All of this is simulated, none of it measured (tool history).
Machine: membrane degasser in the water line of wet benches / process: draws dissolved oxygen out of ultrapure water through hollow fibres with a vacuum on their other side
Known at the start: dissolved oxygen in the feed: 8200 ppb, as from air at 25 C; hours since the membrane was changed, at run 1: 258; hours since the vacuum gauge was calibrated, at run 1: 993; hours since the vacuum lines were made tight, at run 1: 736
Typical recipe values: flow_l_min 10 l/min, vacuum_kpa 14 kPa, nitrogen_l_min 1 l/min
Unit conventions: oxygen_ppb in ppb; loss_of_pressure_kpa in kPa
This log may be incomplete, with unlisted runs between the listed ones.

run,hour,flow_l_min,vacuum_kpa,nitrogen_l_min,hours since the membrane was changed,hours since the vacuum gauge was calibrated,hours since the vacuum lines were made tight,oxygen_ppb,loss_of_pressure_kpa
1,0,10,14,1,258,993,736,269.2,61.76
2,54.8,10,14,1,312,1048,790,274.9,62
3,113.8,10,14,0.84,372,1107,849,311.2,62.09
4,144.8,10,14,0.84,402,1138,880,313.5,62.48
5,187.9,10,14,0.51,446,1181,923,477,62.1
6,245.4,10,14,0.91,503,1239,981,293.4,62.26
7,293.9,10,14,0.91,552,1287,1029,295.2,62.06
8,332.9,10,14,0.91,591,1326,1068,295.9,62.38
9,384.2,10,9.6,1,642,1378,1120,177.6,62.27
10,451.4,10,9.6,1,709,1445,1187,172.8,62.84
11,511.9,10,14,1,770,1505,1247,273.9,62.54
12,544.6,10,14,1,802,1538,1280,269,62.48
13,595.8,7,14,1,853,1589,1331,186.4,43.95
14,652,7,14,1,910,1645,1388,185.6,44
15,680.2,6,14,1,938,1674,1416,159.3,37.65
16,714.6,9,14,1,972,1708,1450,245.7,56.5
17,764.7,15,14,2.8,1022,1758,1500,253.4,93.95
18,813,15,14,2.8,1071,1806,1548,255.3,94.51
19,849.6,14,31.1,0.43,1107,1843,1585,1644.2,87.88
20,889.9,10,14,0.44,1148,1883,1625,535.4,63.09
# hour 895.5: vacuum gauge calibrated
21,951.5,9,23.9,0.57,1209,56,1686,726.8,56.53
22,1011,9,23.9,0.57,1268,116,1746,721.1,56.49
23,1064.1,15,17.8,1.04,1321,169,1799,575.4,94.39
24,1112.6,15,25.9,1,1370,217,1848,834.1,93.97
# hour 1146.2: vacuum gauge calibrated, once more
25,1180.4,10,33.4,1.25,1437,34,1915,570.3,62.89
26,1246.7,12,29.8,1.25,1503,101,1981,629.1,75.8
27,1310.1,6,13.3,2.58,1567,164,2045,61.7,38.05
28,1346.4,6,13.3,2.58,1603,200,2081,60.4,38.15
29,1385.8,10,26.4,0.99,1642,240,2120,552.1,62.94
30,1437.9,10,26.4,0.99,1695,292,2172,560.6,63.37
31,1474.3,10,26.4,0.99,1731,328,2209,559.5,63.18
32,1503.3,10,26.4,0.99,1760,357,2238,561.4,63.29

Take each entry between the runs: how does the hidden state at the last listed run before it differ from the hidden state at the first listed run after it?
Between runs 20 and 21: vacuum gauge calibrated (hour 895.5)
  membrane still open, %: 98.5 -> 98.4; true pressure behind the membrane over the reading, kPa: 0.09 -> 0.11; air that leaks in behind the membrane, l/min: 0.0082 -> 0.0084
  difference, measured minus the result without the unlogged condition, oxygen_ppb: +10.4 -> +14.5 ppb; loss_of_pressure_kpa: +0.96 -> +0.91 kPa
Between runs 24 and 25: vacuum gauge calibrated, once more (hour 1146.2)
  membrane still open, %: 98.2 -> 98.1; true pressure behind the membrane over the reading, kPa: 0.12 -> -0.05; air that leaks in behind the membrane, l/min: 0.0089 -> 0.0092
  difference, measured minus the result without the unlogged condition, oxygen_ppb: +17.9 -> +11.3 ppb; loss_of_pressure_kpa: +1.7 -> +1.2 kPa
